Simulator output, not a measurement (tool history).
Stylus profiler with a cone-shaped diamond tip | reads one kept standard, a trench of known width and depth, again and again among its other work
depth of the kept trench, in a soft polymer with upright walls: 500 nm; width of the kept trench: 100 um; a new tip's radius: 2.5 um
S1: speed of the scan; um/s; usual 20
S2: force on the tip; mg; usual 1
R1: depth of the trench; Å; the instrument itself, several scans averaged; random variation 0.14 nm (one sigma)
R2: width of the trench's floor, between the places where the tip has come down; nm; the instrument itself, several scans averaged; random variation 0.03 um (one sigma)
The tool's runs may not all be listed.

Run 1, hour 0: usual settings. Result: R1 4991.5 Å, R2 95020 nm.
Run 2, hour 55.4: usual settings. Result: R1 4987.3 Å, R2 95100 nm.
Run 3, hour 134.6: usual settings. Result: R1 4988.8 Å, R2 95030 nm.
Run 4, hour 173.4: usual settings but S1 60 um/s. Result: R1 4989.2 Å, R2 94690 nm.
Run 5, hour 239.5: usual settings but S1 60 um/s. Result: R1 4986.8 Å, R2 94660 nm.
Run 6, hour 280.3: usual settings but S1 60 um/s. Result: R1 4987.2 Å, R2 94620 nm.
Run 7, hour 330.6: usual settings but S1 60 um/s. Result: R1 4986.3 Å, R2 94610 nm.
Run 8, hour 402: usual settings but S1 60 um/s. Result: R1 4986.7 Å, R2 94560 nm.
Run 9, hour 491.6: usual settings but S1 60 um/s. Result: R1 4985.3 Å, R2 94560 nm.
Run 10, hour 551.9: usual settings but S1 60 um/s. Result: R1 4980.5 Å, R2 94480 nm.
At hour 598.3: height scale calibrated on a step standard.
Run 11, hour 623.7: usual settings but S1 7 um/s. Result: R1 5034 Å, R2 94880 nm.
Run 12, hour 697: usual settings but S1 7 um/s. Result: R1 5031.2 Å, R2 94780 nm.
Run 13, hour 764.1: usual settings but S1 7 um/s. Result: R1 5030.9 Å, R2 94810 nm.
Run 14, hour 827.1: usual settings but S1 21 um/s. Result: R1 5030.2 Å, R2 94610 nm.
Run 15, hour 907: usual settings but S1 21 um/s. Result: R1 5028.4 Å, R2 94620 nm.
Run 16, hour 974.3: usual settings but S1 21 um/s. Result: R1 5027 Å, R2 94550 nm.
At hour 1024.4: new tip fitted, height scale calibrated.
Run 17, hour 1048.3: usual settings but S1 21 um/s. Result: R1 5031.5 Å, R2 96800 nm.
Run 18, hour 1118.9: usual settings but S1 21 um/s. Result: R1 5030.8 Å, R2 96760 nm.
Run 19, hour 1212.5: usual settings but S1 29 um/s. Result: R1 5028.2 Å, R2 96690 nm.
Run 20, hour 1252.7: usual settings. Result: R1 5025 Å, R2 96680 nm.
Run 21, hour 1325.3: usual settings. Result: R1 5027.4 Å, R2 96580 nm.
Run 22, hour 1376.8: usual settings. Result: R1 5026.4 Å, R2 96540 nm.
Run 23, hour 1433.2: usual settings. Result: R1 5027.2 Å, R2 96490 nm.
Run 24, hour 1499.2: usual settings. Result: R1 5022.3 Å, R2 96460 nm.
Run 25, hour 1556: usual settings but S1 28 um/s, S2 1.37 mg. Result: R1 5033.1 Å, R2 96440 nm.
Run 26, hour 1616.6: usual settings but S1 17 um/s, S2 0.52 mg. Result: R1 5013.3 Å, R2 96340 nm.
Run 27, hour 1682.4: usual settings but S1 17 um/s, S2 0.52 mg. Result: R1 5009.6 Å, R2 96310 nm.
Run 28, hour 1759.4: usual settings but S1 8 um/s, S2 0.49 mg. Result: R1 5007.8 Å, R2 96370 nm.
Run 29, hour 1817.5: usual settings but S2 0.58 mg. Result: R1 5007.9 Å, R2 96240 nm.
Run 30, hour 1857.4: usual settings but S1 12 um/s, S2 0.7 mg. Result: R1 5012 Å, R2 96260 nm.
Run 31, hour 1927.7: usual settings but S1 10 um/s, S2 2.07 mg. Result: R1 5039 Å, R2 96250 nm.
Run 32, hour 1980.2: usual settings but S1 5 um/s, S2 2.39 mg. Result: R1 5043.4 Å, R2 96250 nm.
Run 33, hour 2033.8: usual settings but S1 32 um/s, S2 1.51 mg. Result: R1 5025.9 Å, R2 96040 nm.
Run 34, hour 2093.5: usual settings but S1 32 um/s, S2 1.51 mg. Result: R1 5027 Å, R2 96070 nm.
Run 35, hour 2170: usual settings but S1 32 um/s, S2 1.51 mg. Result: R1 5026.5 Å, R2 95970 nm.
Run 36, hour 2238: usual settings but S1 9 um/s, S2 2.67 mg. Result: R1 5044.9 Å, R2 96090 nm.
Run 37, hour 2282.6: usual settings but S1 9 um/s, S2 2.67 mg. Result: R1 5044 Å, R2 96100 nm.
Run 38, hour 2368.6: usual settings but S1 28 um/s, S2 2.36 mg. Result: R1 5035.3 Å, R2 95930 nm.
Run 39, hour 2409.4: usual settings but S1 28 um/s, S2 2.36 mg. Result: R1 5037.9 Å, R2 95870 nm.
Run 40, hour 2469.3: usual settings but S1 28 um/s, S2 2.36 mg. Result: R1 5035.6 Å, R2 95940 nm.
Run 41, hour 2534.6: usual settings but S1 39 um/s, S2 0.64 mg. Result: R1 5000.3 Å, R2 95660 nm.
Run 42, hour 2586.1: usual settings but S1 36 um/s, S2 1.42 mg. Result: R1 5017.1 Å, R2 95750 nm.
Run 43, hour 2641: usual settings but S1 13 um/s, S2 1.9 mg. Result: R1 5022.9 Å, R2 95820 nm.
Run 44, hour 2724.3: usual settings but S1 30 um/s, S2 2.89 mg. Result: R1 5042.2 Å, R2 95760 nm.
Run 45, hour 2803: usual settings but S1 69 um/s, S2 1.8 mg. Result: R1 5020.8 Å, R2 95490 nm.
Run 46, hour 2892.5: usual settings but S1 69 um/s, S2 2.34 mg. Result: R1 5030 Å, R2 95440 nm.
Run 47, hour 2960.5: usual settings but S1 56 um/s, S2 1.77 mg. Result: R1 5017.4 Å, R2 95430 nm.

The same runs without the tool's hidden state, with the same run-to-run variation:
The hidden state here: radius of the tip, um; height scale over the true one, %; drift of the gauge itself on depth_nm, %; drift of the gauge itself on floor_um, %.
run      R1     R2
  1  5033.7  96840
  2  5030.3  96950
  3  5032.9  96920
  4  5033.9  96590
  5  5032.4  96600
  6  5033.4  96570
  7  5033.1  96590
  8  5034.6  96580
  9  5034.4  96610
 10  5030.4  96560
 11  5034.3  96990
 12  5032.6  96930
 13  5033.2  96990
 14  5033.4  96820
 15  5032.7  96870
 16  5032.3  96830
 17  5033.3  96830
 18  5033.6  96840
 19  5032.3  96850
 20  5029.8  96870
 21  5033.1  96820
 22  5032.9  96820
 23  5034.5  96820
 24  5030.7  96830
 25  5042.3  96850
 26  5023.3  96790
 27  5020.6  96810
 28  5019.7  96910
 29  5020.8  96830
 30  5025.4  96870
 31  5053.4  96910
 32  5058.6  96940
 33  5041.8  96770
 34  5043.8  96830
 35  5044.6  96780
 36  5063.9  96940
 37  5063.6  96970
 38    5056  96860
 39  5059.2  96820
 40  5057.8  96920
 41  5023.3  96680
 42  5040.9  96810
 43  5047.5  96910
 44  5068.2  96900
 45  5047.9  96670
 46  5058.5  96670
 47  5046.8  96700
